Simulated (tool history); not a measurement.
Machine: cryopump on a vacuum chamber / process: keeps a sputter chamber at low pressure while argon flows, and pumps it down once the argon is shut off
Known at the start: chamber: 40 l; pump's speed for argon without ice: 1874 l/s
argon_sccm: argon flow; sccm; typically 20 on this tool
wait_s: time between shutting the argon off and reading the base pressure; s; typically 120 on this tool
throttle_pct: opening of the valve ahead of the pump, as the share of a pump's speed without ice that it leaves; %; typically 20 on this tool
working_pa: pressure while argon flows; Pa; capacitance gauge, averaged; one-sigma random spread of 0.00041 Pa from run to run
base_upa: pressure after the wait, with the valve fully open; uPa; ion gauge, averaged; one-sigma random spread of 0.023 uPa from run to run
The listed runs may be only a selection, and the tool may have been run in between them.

run   hour  argon_sccm  wait_s  throttle_pct  working_pa  base_upa
  1      0          20     120            20      0.0911      1.53
  2   18.4          20     120            20      0.0916      1.56
  3   27.7          20     120            20      0.0912      1.56
  4   39.6          20     120            20      0.0913      1.55
  5   50.4          20     120            20       0.091      1.58
  6   66.4          20     120            20      0.0922      1.55
  7   84.7          20     120            20      0.0916      1.61
  8  100.5          20     139            20      0.0916      1.56
  9  111.6          20     120            20      0.0916      1.65
 10  126.7          20     120            20      0.0911      1.63
 11  140.5          20      46            20      0.0914      2.51
 12    161          20     120            20      0.0917      1.62
 13  173.8          11     120            20      0.0504      1.66
 14    184          20     120            23        0.08      1.62
     193.7  -- leaking fittings of the chamber tightened, without venting
 15  201.7          20     120            23      0.0802      0.69
 16  212.4          20      26            20      0.0921       2.6
 17  229.9          15     120            20       0.069      0.72
 18  245.6           9      88            19       0.044      0.92
 19  264.7           9      88            19      0.0432       0.9
 20  274.6          16     217            16      0.0919      0.46
 21  292.2          16     217            16       0.092      0.52
 22  303.9           9      33            22      0.0372      2.19
 23  312.8          21     106            21       0.092      0.77
 24  326.5          20      40            20      0.0924       1.8
 25  340.1          20      40            20      0.0926      1.87
 26  352.7          20      40            20      0.0925      1.71
 27  372.8          20      40            20      0.0931      1.81
 28  383.1          20      90            20      0.0926      0.96
 29  402.6          35     109            32       0.103      0.81
 30  412.7          35     109            32      0.1026      0.81
 31  426.8          35     109            32      0.1023      0.82
 32  436.9          35     109            49      0.0695      0.84
 33  452.1          35     109            49      0.0689      0.86

Some steps in working_pa between neighbouring runs. How much of each would the tool show without its hidden state too (settings, what came in, random variation), and how much is left for the hidden state, with any gauge scatter that isn't in both results?
What the log doesn't record here: pump's speed, % of a pump's without ice; cold plate's temperature, K; leak into the chamber, uPa l/s; drift of the gauge itself on working_pa, %; drift of the gauge itself on base_upa, %.
Run 19 -> 20: argon_sccm 9 -> 16, wait_s 88 -> 217, throttle_pct 19 -> 16. working_pa +0.0487 Pa: hidden state +0.0008, all else +0.0479.
Run 21 -> 22: argon_sccm 16 -> 9, wait_s 217 -> 33, throttle_pct 16 -> 22. working_pa -0.0548 Pa: hidden state -0.0008, all else -0.054.
Run 22 -> 23: argon_sccm 9 -> 21, wait_s 33 -> 106, throttle_pct 22 -> 21. working_pa +0.0548 Pa: hidden state +0.0013, all else +0.0535.
Run 28 -> 29: argon_sccm 20 -> 35, wait_s 90 -> 109, throttle_pct 20 -> 32. working_pa +0.0104 Pa: hidden state +0.0019, all else +0.0085.
